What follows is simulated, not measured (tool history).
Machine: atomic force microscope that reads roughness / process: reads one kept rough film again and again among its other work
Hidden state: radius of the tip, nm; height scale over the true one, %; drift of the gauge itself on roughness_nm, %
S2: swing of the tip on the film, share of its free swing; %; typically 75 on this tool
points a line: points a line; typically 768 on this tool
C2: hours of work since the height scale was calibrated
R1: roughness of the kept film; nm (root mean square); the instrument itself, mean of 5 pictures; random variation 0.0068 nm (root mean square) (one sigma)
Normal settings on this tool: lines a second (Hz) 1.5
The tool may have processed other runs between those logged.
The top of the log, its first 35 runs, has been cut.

Run 36, hour 1712.9: usual settings but S2 72 %; pictures with this tip 164; C2 237. Result: R1 1.36 nm (root mean square).
Run 37, hour 1766.4: usual settings but lines a second (Hz) 0.78, S2 67 %; pictures with this tip 217; C2 260. Result: R1 1.444 nm (root mean square).
Run 38, hour 1837.3: usual settings but lines a second (Hz) 2.05, S2 80 %, points a line 349; pictures with this tip 288; C2 292. Result: R1 1.202 nm (root mean square).
Run 39, hour 1887: usual settings but lines a second (Hz) 0.54, S2 76 %, points a line 382; pictures with this tip 337; C2 314. Result: R1 1.414 nm (root mean square).
At hour 1934.4: new tip fitted.
Run 40, hour 1936.5: usual settings but lines a second (Hz) 2.27, S2 76 %, points a line 716; pictures with this tip 2; C2 335. Result: R1 1.261 nm (root mean square).
Run 41, hour 1997.4: usual settings but lines a second (Hz) 2.27, S2 76 %, points a line 716; pictures with this tip 62; C2 362. Result: R1 1.258 nm (root mean square).
Run 42, hour 2048.4: usual settings but lines a second (Hz) 1.02, S2 61 %, points a line 799; pictures with this tip 113; C2 385. Result: R1 1.451 nm (root mean square).
Run 43, hour 2108.3: usual settings but lines a second (Hz) 1.02, S2 61 %, points a line 799; pictures with this tip 172; C2 411. Result: R1 1.47 nm (root mean square).
Run 44, hour 2151.6: usual settings but lines a second (Hz) 1.02, S2 61 %, points a line 799; pictures with this tip 215; C2 430. Result: R1 1.449 nm (root mean square).
Run 45, hour 2217.9: usual settings but lines a second (Hz) 1.02, S2 77 %, points a line 724; pictures with this tip 281; C2 460. Result: R1 1.352 nm (root mean square).
Run 46, hour 2264.5: usual settings but lines a second (Hz) 1.42, S2 63 %, points a line 536; pictures with this tip 328; C2 480. Result: R1 1.386 nm (root mean square).
Run 47, hour 2297: usual settings but lines a second (Hz) 1.42, S2 63 %, points a line 536; pictures with this tip 360; C2 494. Result: R1 1.394 nm (root mean square).
At hour 2324.3: new tip fitted.
Run 48, hour 2343.7: usual settings but lines a second (Hz) 1.42, S2 60 %, points a line 683; pictures with this tip 20; C2 515. Result: R1 1.458 nm (root mean square).
Run 49, hour 2403.1: usual settings but lines a second (Hz) 1.83, S2 74 %, points a line 381; pictures with this tip 79; C2 541. Result: R1 1.307 nm (root mean square).
Run 50, hour 2447.9: usual settings but lines a second (Hz) 0.6, S2 67 %, points a line 462; pictures with this tip 123; C2 561. Result: R1 1.448 nm (root mean square).
Run 51, hour 2498: usual settings but lines a second (Hz) 0.6, S2 67 %, points a line 462; pictures with this tip 173; C2 583. Result: R1 1.446 nm (root mean square).
Run 52, hour 2545.9: usual settings but lines a second (Hz) 0.6, S2 81 %, points a line 362; pictures with this tip 220; C2 604. Result: R1 1.391 nm (root mean square).

Branching from run 52: 3 alternative next runs. What would each branch give?
Run A, hour 2593.1: usual settings but lines a second (Hz) 0.78, S2 87 %, points a line 962; pictures with this tip 267; C2 625. Result: R1 ?.
Run B, hour 2593.1: usual settings but lines a second (Hz) 0.51, S2 86 %, points a line 488; pictures with this tip 267; C2 625. Result: R1 ?.
Run C, hour 2593.1: usual settings but points a line 314; pictures with this tip 267; C2 625. Result: R1 ?.

run     R1
  A   1.32
  B  1.376
  C  1.318
Had the tool no hidden state, the same runs would have come out as:
run     R1
  A  1.367
  B  1.424
  C  1.365

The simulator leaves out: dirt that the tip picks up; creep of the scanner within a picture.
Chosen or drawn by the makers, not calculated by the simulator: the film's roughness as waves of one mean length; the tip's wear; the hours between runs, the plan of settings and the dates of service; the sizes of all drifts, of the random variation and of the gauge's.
